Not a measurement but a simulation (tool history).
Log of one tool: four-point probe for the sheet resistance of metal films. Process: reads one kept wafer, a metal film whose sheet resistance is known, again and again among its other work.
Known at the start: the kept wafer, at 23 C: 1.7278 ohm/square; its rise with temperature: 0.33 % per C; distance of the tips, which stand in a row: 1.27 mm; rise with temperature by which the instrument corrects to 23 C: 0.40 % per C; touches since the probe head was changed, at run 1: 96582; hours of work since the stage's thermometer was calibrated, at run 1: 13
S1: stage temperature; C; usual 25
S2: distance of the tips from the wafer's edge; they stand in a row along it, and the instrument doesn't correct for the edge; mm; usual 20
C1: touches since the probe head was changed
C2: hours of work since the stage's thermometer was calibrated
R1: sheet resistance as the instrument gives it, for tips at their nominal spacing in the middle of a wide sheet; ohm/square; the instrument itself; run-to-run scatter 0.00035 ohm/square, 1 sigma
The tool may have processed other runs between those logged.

{"run": 1, "hour": 0.0, "S1": 25, "S2": 20, "C1": 96582, "C2": 13, "R1": 1.743944}
{"run": 2, "hour": 79.3, "S1": 25, "S2": 20, "C1": 98679, "C2": 53, "R1": 1.743159}
{"run": 3, "hour": 131.1, "S1": 25, "S2": 20, "C1": 100048, "C2": 80, "R1": 1.744011}
{"run": 4, "hour": 190.9, "S1": 25, "S2": 20, "C1": 101629, "C2": 111, "R1": 1.743755}
{"run": 5, "hour": 267.0, "S1": 23, "S2": 20, "C1": 103641, "C2": 150, "R1": 1.746242}
{"run": 6, "hour": 357.6, "S1": 26, "S2": 20, "C1": 106039, "C2": 196, "R1": 1.742824}
{"run": 7, "hour": 405.7, "S1": 26, "S2": 20, "C1": 107309, "C2": 221, "R1": 1.742985}
{"run": 8, "hour": 493.0, "S1": 25, "S2": 19, "C1": 109618, "C2": 265, "R1": 1.744444}
{"run": 9, "hour": 566.7, "S1": 33, "S2": 19, "C1": 111566, "C2": 303, "R1": 1.734511}
{"run": 10, "hour": 655.1, "S1": 33, "S2": 19, "C1": 113905, "C2": 348, "R1": 1.73498}
{"run": 11, "hour": 742.4, "S1": 33, "S2": 19, "C1": 116213, "C2": 393, "R1": 1.735234}
{"run": 12, "hour": 806.2, "S1": 19, "S2": 20, "C1": 117900, "C2": 426, "R1": 1.752078}
{"run": 13, "hour": 854.9, "S1": 19, "S2": 20, "C1": 119187, "C2": 451, "R1": 1.752581}
{"run": 14, "hour": 931.5, "S1": 25, "S2": 20, "C1": 121213, "C2": 490, "R1": 1.744665}
{"run": 15, "hour": 1011.6, "S1": 25, "S2": 20, "C1": 123331, "C2": 531, "R1": 1.744685}
{"run": 16, "hour": 1074.7, "S1": 25, "S2": 20, "C1": 125000, "C2": 563, "R1": 1.744282}
{"run": 17, "hour": 1124.1, "S1": 25, "S2": 20, "C1": 126306, "C2": 589, "R1": 1.744282}
{"run": 18, "hour": 1201.3, "S1": 25, "S2": 20, "C1": 128346, "C2": 628, "R1": 1.744527}
{"run": 19, "hour": 1267.4, "S1": 25, "S2": 20, "C1": 130094, "C2": 662, "R1": 1.744275}
{"run": 20, "hour": 1321.3, "S1": 25, "S2": 20, "C1": 131520, "C2": 690, "R1": 1.744794}
{"run": 21, "hour": 1395.4, "S1": 25, "S2": 20, "C1": 133479, "C2": 728, "R1": 1.745104}
{"run": 22, "hour": 1439.0, "S1": 25, "S2": 20, "C1": 134631, "C2": 750, "R1": 1.745649}
{"run": 23, "hour": 1507.6, "S1": 18, "S2": 66, "C1": 136444, "C2": 785, "R1": 1.751392}
{"run": 24, "hour": 1595.8, "S1": 23, "S2": 29, "C1": 138777, "C2": 830, "R1": 1.745932}
{"run": 25, "hour": 1656.9, "S1": 34, "S2": 6, "C1": 140392, "C2": 862, "R1": 1.770833}
{"run": 26, "hour": 1702.0, "S1": 34, "S2": 6, "C1": 141586, "C2": 885, "R1": 1.771554}
{"run": 27, "hour": 1781.6, "S1": 29, "S2": 6, "C1": 143690, "C2": 926, "R1": 1.778608}
{"run": 28, "hour": 1818.8, "S1": 25, "S2": 5, "C1": 144675, "C2": 945, "R1": 1.800341}
{"run": 29, "hour": 1872.4, "S1": 32, "S2": 7, "C1": 146091, "C2": 972, "R1": 1.763876}
{"run": 30, "hour": 1963.7, "S1": 30, "S2": 6, "C1": 148505, "C2": 1019, "R1": 1.776705}
{"run": 31, "hour": 2055.5, "S1": 27, "S2": 10, "C1": 150933, "C2": 1066, "R1": 1.75423}
{"run": 32, "hour": 2120.7, "S1": 30, "S2": 71, "C1": 152657, "C2": 1099, "R1": 1.736971}
{"run": 33, "hour": 2198.4, "S1": 30, "S2": 71, "C1": 154711, "C2": 1139, "R1": 1.736733}
{"run": 34, "hour": 2260.4, "S1": 30, "S2": 71, "C1": 156351, "C2": 1171, "R1": 1.736321}
{"run": 35, "hour": 2337.6, "S1": 27, "S2": 31, "C1": 158392, "C2": 1210, "R1": 1.741095}
{"run": 36, "hour": 2409.6, "S1": 24, "S2": 20, "C1": 160296, "C2": 1247, "R1": 1.748078}
{"hour": 2449.0, "done": "stage's thermometer calibrated"}
{"run": 37, "hour": 2489.6, "S1": 23, "S2": 8, "C1": 162398, "C2": 21, "R1": 1.771844}
{"run": 38, "hour": 2551.1, "S1": 23, "S2": 8, "C1": 164023, "C2": 52, "R1": 1.771722}
{"run": 39, "hour": 2624.8, "S1": 31, "S2": 38, "C1": 165972, "C2": 90, "R1": 1.739494}
{"run": 40, "hour": 2672.1, "S1": 31, "S2": 38, "C1": 167224, "C2": 114, "R1": 1.739332}
{"run": 41, "hour": 2741.4, "S1": 26, "S2": 19, "C1": 169056, "C2": 150, "R1": 1.749167}
{"run": 42, "hour": 2792.7, "S1": 26, "S2": 37, "C1": 170411, "C2": 176, "R1": 1.746157}
{"run": 43, "hour": 2868.4, "S1": 33, "S2": 3, "C1": 172414, "C2": 215, "R1": 1.887016}
{"run": 44, "hour": 2927.9, "S1": 23, "S2": 17, "C1": 173986, "C2": 245, "R1": 1.754167}

Results per run with the tool's hidden condition removed, run-to-run variation unchanged:
Hidden state present: inner tips' distance over the nominal, %; tips' flats over new ones', %; wafer's true temperature over the reading, C; drift of the gauge itself on sheet_ohm, %.
run=1 R1=1.729514
run=2 R1=1.728627
run=3 R1=1.729413
run=4 R1=1.729065
run=5 R1=1.731445
run=6 R1=1.727927
run=7 R1=1.728029
run=8 R1=1.729361
run=9 R1=1.719404
run=10 R1=1.719746
run=11 R1=1.719898
run=12 R1=1.736541
run=13 R1=1.736972
run=14 R1=1.729
run=15 R1=1.728911
run=16 R1=1.728435
run=17 R1=1.728355
run=18 R1=1.728495
run=19 R1=1.728173
run=20 R1=1.728606
run=21 R1=1.728821
run=22 R1=1.729305
run=23 R1=1.734946
run=24 R1=1.729393
run=25 R1=1.753952
run=26 R1=1.754619
run=27 R1=1.761519
run=28 R1=1.783022
run=29 R1=1.746758
run=30 R1=1.759366
run=31 R1=1.736989
run=32 R1=1.719781
run=33 R1=1.719439
run=34 R1=1.71894
run=35 R1=1.723586
run=36 R1=1.730422
run=37 R1=1.751077
run=38 R1=1.750864
run=39 R1=1.718911
run=40 R1=1.718676
run=41 R1=1.728291
run=42 R1=1.725229
run=43 R1=1.86445
run=44 R1=1.732955
